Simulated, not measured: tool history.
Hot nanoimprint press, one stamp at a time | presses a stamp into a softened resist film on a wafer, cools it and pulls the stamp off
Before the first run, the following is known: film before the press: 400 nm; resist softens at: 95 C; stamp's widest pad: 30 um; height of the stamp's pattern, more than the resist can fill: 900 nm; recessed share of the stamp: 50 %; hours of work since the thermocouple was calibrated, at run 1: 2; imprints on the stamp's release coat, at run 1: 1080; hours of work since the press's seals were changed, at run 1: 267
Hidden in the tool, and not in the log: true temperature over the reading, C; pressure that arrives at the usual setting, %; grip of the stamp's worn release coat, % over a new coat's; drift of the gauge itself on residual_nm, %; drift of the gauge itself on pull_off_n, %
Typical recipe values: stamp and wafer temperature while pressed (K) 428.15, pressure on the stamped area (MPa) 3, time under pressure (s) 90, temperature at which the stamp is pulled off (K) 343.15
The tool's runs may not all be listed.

| run | hour | stamp and wafer temperature while pressed (K) | pressure on the stamped area (MPa) | time under pressure (s) | temperature at which the stamp is pulled off (K) | hours of work since the thermocouple was calibrated | imprints on the stamp's release coat | hours of work since the press's seals were changed | resist left under the stamp's widest pad (nm) | greatest force while the stamp is pulled off (N) |
|---|---|---|---|---|---|---|---|---|---|---|
| 1 | 0 | 428.15 | 3 | 90 | 343.15 | 2 | 1080 | 267 | 213.9 | 149 |
| 2 | 10.6 | 428.15 | 3 | 90 | 343.15 | 10 | 1104 | 275 | 214.3 | 151 |
| 3 | 22 | 428.15 | 3 | 90 | 343.15 | 18 | 1131 | 284 | 215.5 | 153 |
| 4 | 30.1 | 428.15 | 2.37 | 90 | 343.15 | 24 | 1149 | 289 | 240.8 | 146 |
| 5 | 36.9 | 428.15 | 2.37 | 90 | 343.15 | 29 | 1164 | 294 | 241.3 | 151 |
| 6 | 46.7 | 428.15 | 2.37 | 90 | 343.15 | 36 | 1187 | 302 | 241.2 | 146 |
| 7 | 56 | 428.15 | 3 | 90 | 343.15 | 43 | 1208 | 308 | 217.1 | 148 |
| 8 | 63.5 | 428.15 | 3 | 90 | 343.15 | 48 | 1225 | 314 | 217.1 | 144 |
| 9 | 69.5 | 428.15 | 3 | 90 | 343.15 | 53 | 1239 | 318 | 217.5 | 148 |
| 10 | 74.3 | 428.15 | 3 | 90 | 343.15 | 56 | 1250 | 322 | 217.9 | 144 |
| 11 | 80.6 | 428.15 | 3 | 90 | 343.15 | 61 | 1264 | 327 | 217.8 | 148 |
| 12 | 88.8 | 428.15 | 3 | 90 | 343.15 | 67 | 1283 | 333 | 217.7 | 148 |
|  | 96.2 | gauge calibrated |
| 13 | 98.2 | 428.15 | 3.67 | 90 | 343.15 | 74 | 1304 | 340 | 194.1 | 144 |
| 14 | 104.9 | 429.15 | 2.42 | 63 | 348.15 | 79 | 1320 | 344 | 251.1 | 133 |
| 15 | 109.7 | 429.15 | 2.42 | 63 | 348.15 | 82 | 1331 | 348 | 250.6 | 135 |
| 16 | 120.5 | 428.15 | 4.72 | 90 | 349.15 | 90 | 1355 | 356 | 170.9 | 135 |
| 17 | 129.1 | 428.15 | 3.91 | 71 | 330.15 | 97 | 1375 | 362 | 203.3 | 181 |
| 18 | 138.4 | 419.15 | 4.12 | 90 | 329.15 | 104 | 1396 | 369 | 284.8 | 184 |
| 19 | 147.9 | 434.15 | 4.12 | 64 | 331.15 | 111 | 1418 | 376 | 151.4 | 178 |
| 20 | 158.2 | 434.15 | 2.27 | 147 | 342.15 | 118 | 1441 | 384 | 156.9 | 153 |
| 21 | 168.5 | 426.15 | 2.55 | 88 | 340.15 | 126 | 1465 | 391 | 256.5 | 158 |
| 22 | 175.8 | 428.15 | 4.21 | 65 | 343.15 | 131 | 1482 | 397 | 203.4 | 143 |
| 23 | 183.3 | 430.15 | 2.81 | 65 | 343.15 | 137 | 1499 | 402 | 227.1 | 150 |
| 24 | 192.8 | 430.15 | 2.81 | 65 | 343.15 | 144 | 1520 | 409 | 225.7 | 147 |
| 25 | 198.6 | 430.15 | 2.81 | 65 | 343.15 | 148 | 1534 | 413 | 226.5 | 141 |
| 26 | 203.9 | 430.15 | 2.81 | 65 | 343.15 | 152 | 1546 | 417 | 227.6 | 154 |

Below are 5 alternative next runs, each starting from the tool's condition after run 26. Predict each:
| A | 210 | 417.15 | 4.04 | 68 | 343.15 | 156 | 1560 | 422 | ? | ? |
| B | 210 | 419.15 | 3 | 93 | 343.15 | 156 | 1560 | 422 | ? | ? |
| C | 210 | 421.15 | 3.93 | 65 | 343.15 | 156 | 1560 | 422 | ? | ? |
| D | 210 | 430.15 | 2.81 | 70 | 331.15 | 156 | 1560 | 422 | ? | ? |
| E | 210 | 421.15 | 1.85 | 90 | 340.15 | 156 | 1560 | 422 | ? | ? |

| run | resist left under the stamp's widest pad (nm) | greatest force while the stamp is pulled off (N) |
|---|---|---|
| A | 330.3 | 146 |
| B | 316.1 | 143 |
| C | 293.6 | 148 |
| D | 222.6 | 176 |
| E | 340.9 | 157 |
Without the tool's hidden state the same runs would have given:
| run | resist left under the stamp's widest pad (nm) | greatest force while the stamp is pulled off (N) |
|---|---|---|
| A | 322.3 | 146 |
| B | 308.5 | 142 |
| C | 286.5 | 148 |
| D | 217.2 | 175 |
| E | 332.7 | 156 |
